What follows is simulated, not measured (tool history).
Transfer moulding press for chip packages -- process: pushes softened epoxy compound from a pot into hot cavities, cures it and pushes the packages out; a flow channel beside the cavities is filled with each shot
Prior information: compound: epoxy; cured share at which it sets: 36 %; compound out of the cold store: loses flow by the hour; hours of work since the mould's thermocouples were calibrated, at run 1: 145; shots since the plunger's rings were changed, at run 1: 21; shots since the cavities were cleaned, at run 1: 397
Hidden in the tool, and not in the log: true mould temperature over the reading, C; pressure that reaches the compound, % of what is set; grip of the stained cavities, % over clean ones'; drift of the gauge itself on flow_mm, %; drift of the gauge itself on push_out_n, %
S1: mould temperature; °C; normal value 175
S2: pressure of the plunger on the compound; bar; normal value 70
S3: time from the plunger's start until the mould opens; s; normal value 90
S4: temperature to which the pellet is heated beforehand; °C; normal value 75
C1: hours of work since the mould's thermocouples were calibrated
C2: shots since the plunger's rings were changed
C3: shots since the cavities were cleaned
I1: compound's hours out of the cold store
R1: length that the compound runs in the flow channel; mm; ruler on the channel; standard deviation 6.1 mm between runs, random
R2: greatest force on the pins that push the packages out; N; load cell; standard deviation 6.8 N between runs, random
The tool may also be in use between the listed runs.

| run | hour | S1 | S2 | S3 | S4 | C1 | C2 | C3 | I1 | R1 | R2 |
|---|---|---|---|---|---|---|---|---|---|---|---|
| 1 | 0 | 175 | 70 | 90 | 75 | 145 | 21 | 397 | 18.3 | 864 | 281 |
| 2 | 10 | 175 | 70 | 117 | 75 | 149 | 100 | 476 | 30.9 | 827 | 265 |
| 3 | 21.2 | 175 | 70 | 117 | 75 | 154 | 189 | 565 | 20.2 | 861 | 257 |
| 4 | 34.4 | 175 | 57.7 | 90 | 75 | 160 | 294 | 670 | 11.1 | 817 | 282 |
|  | 46.4 | cavities cleaned with cleaning compound and waxed |
| 5 | 46.4 | 175 | 77.2 | 90 | 75 | 165 | 377 | 0 | 12.1 | 920 | 271 |
| 6 | 63.6 | 175 | 72.7 | 90 | 75 | 172 | 514 | 137 | 43.3 | 808 | 271 |
| 7 | 84.8 | 175 | 70 | 90 | 75 | 181 | 681 | 304 | 43.9 | 783 | 274 |
| 8 | 95.1 | 175 | 70 | 90 | 83 | 186 | 763 | 386 | 30.6 | 828 | 273 |
| 9 | 112.2 | 175 | 70 | 90 | 83 | 193 | 898 | 521 | 10.3 | 896 | 269 |
| 10 | 121.3 | 175 | 70 | 90 | 79 | 197 | 971 | 594 | 17.9 | 869 | 281 |
|  | 143.4 | cavities cleaned with cleaning compound and waxed |
| 11 | 143.5 | 175 | 70 | 90 | 79 | 206 | 1134 | 0 | 15.7 | 874 | 267 |
| 12 | 156.9 | 175 | 70 | 90 | 79 | 212 | 1241 | 107 | 15.7 | 874 | 286 |
| 13 | 173.3 | 175 | 70 | 110 | 79 | 219 | 1371 | 237 | 12 | 881 | 259 |
| 14 | 190.2 | 175 | 70 | 90 | 75 | 227 | 1504 | 370 | 43.5 | 787 | 273 |
| 15 | 210.5 | 175 | 70 | 90 | 75 | 235 | 1666 | 532 | 24.5 | 848 | 272 |
| 16 | 228.6 | 172 | 70 | 90 | 75 | 243 | 1809 | 675 | 33.8 | 835 | 298 |
|  | 241.5 | cavities cleaned with cleaning compound and waxed |
| 17 | 242.1 | 175 | 70 | 130 | 75 | 248 | 1904 | 5 | 30.3 | 828 | 244 |
| 18 | 254.4 | 175 | 67.4 | 100 | 77 | 254 | 2001 | 102 | 38.5 | 790 | 258 |
| 19 | 269.8 | 182 | 77.2 | 100 | 78 | 261 | 2124 | 225 | 31.9 | 844 | 256 |
| 20 | 288.5 | 175 | 85.1 | 90 | 70 | 269 | 2272 | 373 | 22.4 | 942 | 278 |
| 21 | 297.2 | 179 | 85.1 | 90 | 70 | 272 | 2341 | 442 | 9.6 | 972 | 270 |
| 22 | 318.3 | 179 | 85.1 | 90 | 70 | 282 | 2508 | 609 | 44.6 | 852 | 257 |

What will run 23 give?
|  | 338.1 | cavities cleaned with cleaning compound and waxed |
| 23 | 339 | 176 | 84.1 | 90 | 75 | 290 | 2660 | 7 | 13.6 | ? | ? |

R1: 959 mm
R2: 273 N
Were there no unlogged condition in the tool, this run, its random variation unchanged, would have produced R1 960 mm, R2 273 N.
